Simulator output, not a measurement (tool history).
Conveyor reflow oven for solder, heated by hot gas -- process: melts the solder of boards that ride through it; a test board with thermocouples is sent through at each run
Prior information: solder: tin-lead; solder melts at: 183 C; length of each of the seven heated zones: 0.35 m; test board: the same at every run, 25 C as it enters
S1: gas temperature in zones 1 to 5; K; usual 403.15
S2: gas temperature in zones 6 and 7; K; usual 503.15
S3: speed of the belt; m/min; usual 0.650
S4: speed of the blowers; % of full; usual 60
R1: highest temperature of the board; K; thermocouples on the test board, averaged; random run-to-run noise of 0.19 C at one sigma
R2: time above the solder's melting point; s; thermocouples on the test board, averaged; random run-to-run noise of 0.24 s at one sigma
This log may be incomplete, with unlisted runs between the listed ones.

run,day,S1,S2,S3,S4,R1,R2
1,0.000,403.15,503.15,0.650,60,486.45,43.3
2,0.383,403.15,503.15,0.650,60,486.75,43.9
3,1.154,403.15,503.15,0.650,60,486.75,43.3
4,1.654,403.15,493.15,0.650,60,477.95,36.7
5,2.275,403.15,493.15,0.650,60,477.85,36.6
6,2.875,403.15,493.15,0.650,60,477.45,36.5
7,3.617,403.15,493.15,0.650,60,477.75,36.6
8,3.979,403.15,493.15,0.650,60,477.85,36.2
9,4.408,403.15,493.15,0.650,60,477.95,36.4
10,5.100,403.15,503.15,0.650,60,486.55,43.5
11,5.471,391.15,503.15,0.650,60,484.55,38.8
12,5.992,391.15,507.15,0.650,60,487.85,41.5
# day 6.471: thermocouples of zones 6 and 7 changed
13,6.504,391.15,504.15,0.650,60,485.15,39.6
14,7.138,391.15,504.15,0.650,60,485.45,39.6
15,7.908,391.15,504.15,0.650,60,485.25,39.7
# day 8.475: flux residue cleaned out of gas plates and filters
16,8.475,391.15,504.15,0.650,60,485.35,39.7
17,8.967,391.15,504.15,0.650,60,485.25,40.1
18,9.708,403.15,503.15,0.683,60,484.75,40.0
19,10.171,417.15,503.15,0.609,86,496.05,59.2
20,10.862,403.15,503.15,0.650,89,494.05,49.9
21,11.208,403.15,506.15,0.703,89,494.75,46.4
22,11.717,403.15,506.15,0.575,86,498.45,60.0
23,12.488,403.15,506.15,0.575,86,498.65,60.1
24,12.854,403.15,503.15,0.573,60,490.05,53.3
25,13.429,403.15,503.15,0.573,60,489.95,53.6
26,14.150,403.15,503.15,0.573,60,490.45,53.7

Branching from run 26: 5 alternative next runs. What would each branch give?
A,14.625,413.15,503.15,0.757,60,?,?
B,14.625,403.15,506.15,0.659,76,?,?
C,14.625,403.15,511.15,0.766,57,?,?
D,14.625,403.15,503.15,0.650,66,?,?
E,14.625,405.15,503.15,0.601,60,?,?

run,R1,R2
A,483.15,37.2
B,493.25,48.6
C,486.05,35.5
D,488.45,45.7
E,489.35,50.5
With the hidden condition removed and each run's random variation left untouched, the same runs would have given:
run,R1,R2
A,483.15,37.2
B,493.25,48.6
C,486.05,35.4
D,488.45,45.6
E,489.35,50.5
